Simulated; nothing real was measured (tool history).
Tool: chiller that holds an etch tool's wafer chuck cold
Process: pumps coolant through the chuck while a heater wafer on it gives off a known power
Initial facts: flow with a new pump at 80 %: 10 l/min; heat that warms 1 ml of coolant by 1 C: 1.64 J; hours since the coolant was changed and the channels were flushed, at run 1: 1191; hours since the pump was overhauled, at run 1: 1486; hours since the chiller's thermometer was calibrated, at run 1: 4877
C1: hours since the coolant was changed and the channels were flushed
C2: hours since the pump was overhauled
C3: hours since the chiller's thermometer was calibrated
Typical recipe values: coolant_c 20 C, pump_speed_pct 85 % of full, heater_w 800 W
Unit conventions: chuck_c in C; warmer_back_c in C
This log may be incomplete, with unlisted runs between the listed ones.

{"run": 1, "hour": 0.0, "coolant_c": 20, "pump_speed_pct": 85, "heater_w": 800, "C1": 1191, "C2": 1486, "C3": 4877, "chuck_c": 29.0, "warmer_back_c": 2.83}
{"run": 2, "hour": 94.8, "coolant_c": 20, "pump_speed_pct": 83, "heater_w": 800, "C1": 1286, "C2": 1581, "C3": 4972, "chuck_c": 29.0, "warmer_back_c": 2.93}
{"run": 3, "hour": 164.7, "coolant_c": 20, "pump_speed_pct": 83, "heater_w": 800, "C1": 1356, "C2": 1651, "C3": 5042, "chuck_c": 29.1, "warmer_back_c": 2.9}
{"run": 4, "hour": 229.3, "coolant_c": 20, "pump_speed_pct": 83, "heater_w": 800, "C1": 1421, "C2": 1716, "C3": 5106, "chuck_c": 29.1, "warmer_back_c": 2.97}
{"run": 5, "hour": 338.1, "coolant_c": 20, "pump_speed_pct": 83, "heater_w": 800, "C1": 1529, "C2": 1824, "C3": 5215, "chuck_c": 29.2, "warmer_back_c": 2.88}
{"hour": 407.7, "done": "chiller's thermometer calibrated"}
{"run": 6, "hour": 486.1, "coolant_c": 20, "pump_speed_pct": 83, "heater_w": 800, "C1": 1676, "C2": 1971, "C3": 78, "chuck_c": 29.4, "warmer_back_c": 2.91}
{"run": 7, "hour": 603.2, "coolant_c": 20, "pump_speed_pct": 72, "heater_w": 800, "C1": 1794, "C2": 2088, "C3": 195, "chuck_c": 30.5, "warmer_back_c": 3.38}
{"run": 8, "hour": 668.4, "coolant_c": 20, "pump_speed_pct": 72, "heater_w": 800, "C1": 1859, "C2": 2154, "C3": 261, "chuck_c": 30.6, "warmer_back_c": 3.37}
{"run": 9, "hour": 765.7, "coolant_c": 20, "pump_speed_pct": 72, "heater_w": 800, "C1": 1956, "C2": 2251, "C3": 358, "chuck_c": 30.7, "warmer_back_c": 3.43}
{"run": 10, "hour": 859.3, "coolant_c": 20, "pump_speed_pct": 72, "heater_w": 687, "C1": 2050, "C2": 2345, "C3": 452, "chuck_c": 29.3, "warmer_back_c": 2.92}
{"hour": 935.6, "done": "chiller's thermometer calibrated, once more"}
{"run": 11, "hour": 974.5, "coolant_c": 20, "pump_speed_pct": 72, "heater_w": 687, "C1": 2164, "C2": 2459, "C3": 39, "chuck_c": 28.3, "warmer_back_c": 2.92}
{"run": 12, "hour": 1111.7, "coolant_c": 18, "pump_speed_pct": 72, "heater_w": 687, "C1": 2301, "C2": 2596, "C3": 176, "chuck_c": 26.3, "warmer_back_c": 2.96}
{"run": 13, "hour": 1202.6, "coolant_c": 18, "pump_speed_pct": 72, "heater_w": 687, "C1": 2392, "C2": 2687, "C3": 267, "chuck_c": 26.5, "warmer_back_c": 2.97}
{"run": 14, "hour": 1347.9, "coolant_c": 18, "pump_speed_pct": 72, "heater_w": 687, "C1": 2537, "C2": 2832, "C3": 412, "chuck_c": 26.5, "warmer_back_c": 3.05}
{"run": 15, "hour": 1479.1, "coolant_c": 20, "pump_speed_pct": 60, "heater_w": 800, "C1": 2668, "C2": 2963, "C3": 544, "chuck_c": 31.7, "warmer_back_c": 4.15}
{"run": 16, "hour": 1552.4, "coolant_c": 20, "pump_speed_pct": 60, "heater_w": 800, "C1": 2742, "C2": 3037, "C3": 617, "chuck_c": 31.8, "warmer_back_c": 4.18}
{"run": 17, "hour": 1627.2, "coolant_c": 20, "pump_speed_pct": 60, "heater_w": 800, "C1": 2817, "C2": 3111, "C3": 692, "chuck_c": 31.9, "warmer_back_c": 4.2}
{"run": 18, "hour": 1708.5, "coolant_c": 16, "pump_speed_pct": 73, "heater_w": 800, "C1": 2898, "C2": 3193, "C3": 773, "chuck_c": 25.9, "warmer_back_c": 3.39}
{"run": 19, "hour": 1839.0, "coolant_c": 16, "pump_speed_pct": 73, "heater_w": 559, "C1": 3028, "C2": 3323, "C3": 903, "chuck_c": 22.8, "warmer_back_c": 2.41}
{"run": 20, "hour": 1922.9, "coolant_c": 16, "pump_speed_pct": 73, "heater_w": 559, "C1": 3112, "C2": 3407, "C3": 987, "chuck_c": 23.0, "warmer_back_c": 2.41}
{"run": 21, "hour": 2031.7, "coolant_c": 16, "pump_speed_pct": 73, "heater_w": 559, "C1": 3221, "C2": 3516, "C3": 1096, "chuck_c": 23.2, "warmer_back_c": 2.43}
{"run": 22, "hour": 2189.2, "coolant_c": 12, "pump_speed_pct": 64, "heater_w": 800, "C1": 3379, "C2": 3673, "C3": 1254, "chuck_c": 23.5, "warmer_back_c": 3.95}
{"run": 23, "hour": 2289.8, "coolant_c": 19, "pump_speed_pct": 68, "heater_w": 810, "C1": 3479, "C2": 3774, "C3": 1354, "chuck_c": 30.0, "warmer_back_c": 3.78}
{"run": 24, "hour": 2441.7, "coolant_c": 19, "pump_speed_pct": 63, "heater_w": 575, "C1": 3631, "C2": 3926, "C3": 1506, "chuck_c": 27.3, "warmer_back_c": 2.93}
{"run": 25, "hour": 2583.7, "coolant_c": 19, "pump_speed_pct": 79, "heater_w": 447, "C1": 3773, "C2": 4068, "C3": 1648, "chuck_c": 24.6, "warmer_back_c": 1.8}
{"run": 26, "hour": 2658.4, "coolant_c": 25, "pump_speed_pct": 72, "heater_w": 800, "C1": 3848, "C2": 4143, "C3": 1723, "chuck_c": 35.7, "warmer_back_c": 3.5}
{"run": 27, "hour": 2768.0, "coolant_c": 25, "pump_speed_pct": 72, "heater_w": 800, "C1": 3957, "C2": 4252, "C3": 1832, "chuck_c": 35.4, "warmer_back_c": 3.55}
{"run": 28, "hour": 2901.1, "coolant_c": 17, "pump_speed_pct": 71, "heater_w": 644, "C1": 4090, "C2": 4385, "C3": 1966, "chuck_c": 25.5, "warmer_back_c": 3.01}
{"run": 29, "hour": 3057.4, "coolant_c": 17, "pump_speed_pct": 71, "heater_w": 644, "C1": 4247, "C2": 4542, "C3": 2122, "chuck_c": 25.6, "warmer_back_c": 2.9}
{"run": 30, "hour": 3135.0, "coolant_c": 21, "pump_speed_pct": 97, "heater_w": 1137, "C1": 4324, "C2": 4619, "C3": 2199, "chuck_c": 33.0, "warmer_back_c": 3.76}
{"run": 31, "hour": 3285.7, "coolant_c": 21, "pump_speed_pct": 97, "heater_w": 1137, "C1": 4475, "C2": 4770, "C3": 2350, "chuck_c": 32.8, "warmer_back_c": 3.77}
{"run": 32, "hour": 3349.5, "coolant_c": 21, "pump_speed_pct": 97, "heater_w": 1137, "C1": 4539, "C2": 4834, "C3": 2414, "chuck_c": 32.9, "warmer_back_c": 3.79}

4 ways to go on from here, each from the tool as it stands after run 32. What would each give?
{"run": "A", "hour": 3467.4, "coolant_c": 22, "pump_speed_pct": 99, "heater_w": 777, "C1": 4657, "C2": 4952, "C3": 2532, "chuck_c": "?", "warmer_back_c": "?"}
{"run": "B", "hour": 3467.4, "coolant_c": 13, "pump_speed_pct": 85, "heater_w": 800, "C1": 4657, "C2": 4952, "C3": 2532, "chuck_c": "?", "warmer_back_c": "?"}
{"run": "C", "hour": 3467.4, "coolant_c": 21, "pump_speed_pct": 64, "heater_w": 715, "C1": 4657, "C2": 4952, "C3": 2532, "chuck_c": "?", "warmer_back_c": "?"}
{"run": "D", "hour": 3467.4, "coolant_c": 19, "pump_speed_pct": 85, "heater_w": 800, "C1": 4657, "C2": 4952, "C3": 2532, "chuck_c": "?", "warmer_back_c": "?"}

run=A chuck_c=30.2 warmer_back_c=2.52
run=B chuck_c=22.4 warmer_back_c=3.09
run=C chuck_c=31.9 warmer_back_c=3.62
run=D chuck_c=28.5 warmer_back_c=3.05
Take away the tool's hidden state, keep each run's random variation, and the runs would have read:
run=A chuck_c=28.8 warmer_back_c=2.26
run=B chuck_c=20.8 warmer_back_c=2.78
run=C chuck_c=30.2 warmer_back_c=3.25
run=D chuck_c=26.9 warmer_back_c=2.74
